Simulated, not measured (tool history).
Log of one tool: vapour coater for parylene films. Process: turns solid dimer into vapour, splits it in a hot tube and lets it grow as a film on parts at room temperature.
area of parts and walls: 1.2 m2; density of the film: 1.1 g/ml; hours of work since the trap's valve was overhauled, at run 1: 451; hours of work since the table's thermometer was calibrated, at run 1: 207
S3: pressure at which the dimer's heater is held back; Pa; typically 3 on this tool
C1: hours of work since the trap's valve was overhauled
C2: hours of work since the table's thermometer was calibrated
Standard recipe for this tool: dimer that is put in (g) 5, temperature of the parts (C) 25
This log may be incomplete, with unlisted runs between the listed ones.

{"run": 1, "hour": 0.0, "dimer that is put in (g)": 5, "temperature of the parts (C)": 25, "S3": 3, "C1": 451, "C2": 207, "thickness of the film (um)": 2.579}
{"run": 2, "hour": 10.3, "dimer that is put in (g)": 5, "temperature of the parts (C)": 25, "S3": 3, "C1": 458, "C2": 214, "thickness of the film (um)": 2.571}
{"run": 3, "hour": 24.5, "dimer that is put in (g)": 6, "temperature of the parts (C)": 25, "S3": 3, "C1": 469, "C2": 225, "thickness of the film (um)": 3.091}
{"run": 4, "hour": 33.4, "dimer that is put in (g)": 6, "temperature of the parts (C)": 25, "S3": 3, "C1": 476, "C2": 232, "thickness of the film (um)": 3.089}
{"run": 5, "hour": 41.6, "dimer that is put in (g)": 5, "temperature of the parts (C)": 33, "S3": 3, "C1": 482, "C2": 238, "thickness of the film (um)": 1.898}
{"run": 6, "hour": 51.5, "dimer that is put in (g)": 5, "temperature of the parts (C)": 33, "S3": 3, "C1": 489, "C2": 245, "thickness of the film (um)": 1.9}
{"run": 7, "hour": 65.5, "dimer that is put in (g)": 5, "temperature of the parts (C)": 33, "S3": 3, "C1": 500, "C2": 256, "thickness of the film (um)": 1.889}
{"run": 8, "hour": 76.3, "dimer that is put in (g)": 5, "temperature of the parts (C)": 33, "S3": 3, "C1": 508, "C2": 264, "thickness of the film (um)": 1.892}
{"run": 9, "hour": 86.0, "dimer that is put in (g)": 5, "temperature of the parts (C)": 25, "S3": 3.37, "C1": 515, "C2": 271, "thickness of the film (um)": 2.53}
{"run": 10, "hour": 101.6, "dimer that is put in (g)": 5, "temperature of the parts (C)": 25, "S3": 3.37, "C1": 527, "C2": 282, "thickness of the film (um)": 2.522}
{"run": 11, "hour": 109.6, "dimer that is put in (g)": 3, "temperature of the parts (C)": 25, "S3": 3.37, "C1": 533, "C2": 288, "thickness of the film (um)": 1.515}
{"run": 12, "hour": 118.7, "dimer that is put in (g)": 3, "temperature of the parts (C)": 25, "S3": 3.37, "C1": 539, "C2": 295, "thickness of the film (um)": 1.515}
{"run": 13, "hour": 127.4, "dimer that is put in (g)": 3, "temperature of the parts (C)": 25, "S3": 3.37, "C1": 546, "C2": 302, "thickness of the film (um)": 1.515}
{"run": 14, "hour": 136.9, "dimer that is put in (g)": 3, "temperature of the parts (C)": 25, "S3": 3.37, "C1": 553, "C2": 309, "thickness of the film (um)": 1.511}
{"run": 15, "hour": 146.8, "dimer that is put in (g)": 5, "temperature of the parts (C)": 25, "S3": 3, "C1": 560, "C2": 316, "thickness of the film (um)": 2.573}
{"run": 16, "hour": 162.5, "dimer that is put in (g)": 5, "temperature of the parts (C)": 25, "S3": 3, "C1": 572, "C2": 328, "thickness of the film (um)": 2.563}
{"run": 17, "hour": 174.1, "dimer that is put in (g)": 5, "temperature of the parts (C)": 25, "S3": 3, "C1": 581, "C2": 337, "thickness of the film (um)": 2.567}
{"run": 18, "hour": 182.2, "dimer that is put in (g)": 5, "temperature of the parts (C)": 25, "S3": 7.02, "C1": 587, "C2": 343, "thickness of the film (um)": 2.26}
{"run": 19, "hour": 193.2, "dimer that is put in (g)": 5, "temperature of the parts (C)": 25, "S3": 7.02, "C1": 595, "C2": 351, "thickness of the film (um)": 2.253}
{"hour": 205.2, "done": "trap's valve overhauled"}
{"run": 20, "hour": 210.2, "dimer that is put in (g)": 5, "temperature of the parts (C)": 25, "S3": 7.02, "C1": 4, "C2": 360, "thickness of the film (um)": 2.391}
{"run": 21, "hour": 225.4, "dimer that is put in (g)": 5, "temperature of the parts (C)": 25, "S3": 3, "C1": 15, "C2": 372, "thickness of the film (um)": 2.703}
{"run": 22, "hour": 237.2, "dimer that is put in (g)": 5, "temperature of the parts (C)": 25, "S3": 3, "C1": 24, "C2": 381, "thickness of the film (um)": 2.704}
{"run": 23, "hour": 250.8, "dimer that is put in (g)": 5, "temperature of the parts (C)": 25, "S3": 3, "C1": 34, "C2": 391, "thickness of the film (um)": 2.7}
{"run": 24, "hour": 259.0, "dimer that is put in (g)": 6, "temperature of the parts (C)": 25, "S3": 9.97, "C1": 40, "C2": 397, "thickness of the film (um)": 2.701}
{"run": 25, "hour": 265.6, "dimer that is put in (g)": 6, "temperature of the parts (C)": 25, "S3": 9.97, "C1": 45, "C2": 402, "thickness of the film (um)": 2.719}
{"run": 26, "hour": 280.4, "dimer that is put in (g)": 6, "temperature of the parts (C)": 25, "S3": 9.97, "C1": 56, "C2": 413, "thickness of the film (um)": 2.711}
{"run": 27, "hour": 291.9, "dimer that is put in (g)": 8, "temperature of the parts (C)": 33, "S3": 9.97, "C1": 65, "C2": 421, "thickness of the film (um)": 2.672}
{"run": 28, "hour": 308.3, "dimer that is put in (g)": 8, "temperature of the parts (C)": 33, "S3": 9.97, "C1": 77, "C2": 434, "thickness of the film (um)": 2.676}
{"run": 29, "hour": 316.1, "dimer that is put in (g)": 8, "temperature of the parts (C)": 20, "S3": 9.97, "C1": 83, "C2": 439, "thickness of the film (um)": 4.363}
{"run": 30, "hour": 327.8, "dimer that is put in (g)": 8, "temperature of the parts (C)": 23, "S3": 9.97, "C1": 91, "C2": 448, "thickness of the film (um)": 3.903}
{"run": 31, "hour": 340.7, "dimer that is put in (g)": 8, "temperature of the parts (C)": 23, "S3": 9.97, "C1": 101, "C2": 458, "thickness of the film (um)": 3.898}
{"run": 32, "hour": 353.2, "dimer that is put in (g)": 2, "temperature of the parts (C)": 31, "S3": 5.1, "C1": 110, "C2": 467, "thickness of the film (um)": 0.794}
{"run": 33, "hour": 360.3, "dimer that is put in (g)": 5, "temperature of the parts (C)": 25, "S3": 8.18, "C1": 116, "C2": 472, "thickness of the film (um)": 2.323}
{"run": 34, "hour": 373.1, "dimer that is put in (g)": 5, "temperature of the parts (C)": 25, "S3": 8.18, "C1": 125, "C2": 482, "thickness of the film (um)": 2.313}
{"run": 35, "hour": 384.3, "dimer that is put in (g)": 3, "temperature of the parts (C)": 26, "S3": 9.66, "C1": 134, "C2": 490, "thickness of the film (um)": 1.304}

Run 36, settings as shown, results not yet in. Your forecast:
{"run": 36, "hour": 392.9, "dimer that is put in (g)": 3, "temperature of the parts (C)": 26, "S3": 9.66, "C1": 140, "C2": 497, "thickness of the film (um)": "?"}

Run 36 yielded thickness of the film (um) 1.303.
Minus the tool's unlogged condition, the same run would have read thickness of the film (um) 1.311.

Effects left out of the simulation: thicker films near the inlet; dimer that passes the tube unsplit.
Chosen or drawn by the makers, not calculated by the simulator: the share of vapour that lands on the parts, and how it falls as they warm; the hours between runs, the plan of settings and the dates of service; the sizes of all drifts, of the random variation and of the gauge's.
